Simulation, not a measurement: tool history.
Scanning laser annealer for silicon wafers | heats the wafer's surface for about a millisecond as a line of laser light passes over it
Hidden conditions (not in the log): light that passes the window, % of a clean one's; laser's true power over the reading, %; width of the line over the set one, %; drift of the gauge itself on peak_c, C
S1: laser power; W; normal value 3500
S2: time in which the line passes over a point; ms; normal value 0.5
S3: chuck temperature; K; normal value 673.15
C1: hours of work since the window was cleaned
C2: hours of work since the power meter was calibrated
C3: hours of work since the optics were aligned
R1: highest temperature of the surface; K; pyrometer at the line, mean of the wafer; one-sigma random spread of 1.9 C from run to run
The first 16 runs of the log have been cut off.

Run 17, hour 1082.8: usual settings but S3 698.15 K; C1 481; C2 1611; C3 722. Result: R1 1513.15 K.
Run 18, hour 1169.3: usual settings but S3 698.15 K; C1 519; C2 1648; C3 760. Result: R1 1509.15 K.
Run 19, hour 1239.6: usual settings but S1 3350 W, S2 0.372 ms, S3 703.15 K; C1 549; C2 1679; C3 790. Result: R1 1385.15 K.
At hour 1288.5: window over the wafer cleaned.
Run 20, hour 1331.4: usual settings but S1 3350 W, S2 0.395 ms, S3 703.15 K; C1 19; C2 1718; C3 829. Result: R1 1429.15 K.
Run 21, hour 1369.9: usual settings but S1 3350 W, S2 0.395 ms, S3 703.15 K; C1 35; C2 1735; C3 846. Result: R1 1431.15 K.
Run 22, hour 1444: usual settings but S2 0.414 ms, S3 667.15 K; C1 68; C2 1767; C3 878. Result: R1 1443.15 K.
Run 23, hour 1516.1: usual settings but S2 0.414 ms, S3 667.15 K; C1 99; C2 1798; C3 909. Result: R1 1440.15 K.
Run 24, hour 1585.9: usual settings but S1 3772 W, S2 0.55 ms, S3 671.15 K; C1 129; C2 1829; C3 940. Result: R1 1615.15 K.
Run 25, hour 1661.9: usual settings but S2 0.356 ms, S3 637.15 K; C1 162; C2 1861; C3 973. Result: R1 1356.15 K.
Run 26, hour 1716.4: usual settings but S1 3028 W, S2 0.518 ms, S3 700.15 K; C1 186; C2 1885; C3 996. Result: R1 1418.15 K.
Run 27, hour 1787.9: usual settings but S1 3028 W, S2 0.518 ms, S3 700.15 K; C1 217; C2 1916; C3 1027. Result: R1 1419.15 K.
Run 28, hour 1854: usual settings but S1 3094 W, S2 0.501 ms, S3 700.15 K; C1 246; C2 1945; C3 1056. Result: R1 1427.15 K.
Run 29, hour 1925.5: usual settings but S1 3094 W, S2 0.501 ms, S3 700.15 K; C1 277; C2 1976; C3 1087. Result: R1 1422.15 K.
Run 30, hour 2002.7: usual settings but S1 3094 W, S2 0.501 ms, S3 700.15 K; C1 310; C2 2009; C3 1121. Result: R1 1420.15 K.
Run 31, hour 2044.8: usual settings but S1 3356 W, S2 0.449 ms, S3 686.15 K; C1 328; C2 2028; C3 1139. Result: R1 1438.15 K.
Run 32, hour 2123.3: usual settings but S1 3345 W, S2 0.449 ms, S3 695.15 K; C1 363; C2 2062; C3 1173. Result: R1 1437.15 K.
At hour 2203.8: optics aligned, line set to its width.
Run 33, hour 2212.8: usual settings but S1 3345 W, S2 0.449 ms, S3 695.15 K; C1 399; C2 2099; C3 4. Result: R1 1444.15 K.

What if the next run were any one of these 3? Each begins from the tool's condition after run 33:
Run A, hour 2305.1: usual settings but S1 3007 W, S2 0.352 ms, S3 660.15 K; C1 439; C2 2139; C3 44. Result: R1 ?.
Run B, hour 2305.1: usual settings but S1 3441 W, S2 0.584 ms, S3 695.15 K; C1 439; C2 2139; C3 44. Result: R1 ?.
Run C, hour 2305.1: usual settings but S1 3345 W, S2 0.503 ms, S3 681.15 K; C1 439; C2 2139; C3 44. Result: R1 ?.

run       R1
  A  1258.15
  B  1559.15
  C  1464.15
Without the tool's hidden state the same runs would have given:
run       R1
  A  1275.15
  B  1584.15
  C  1486.15
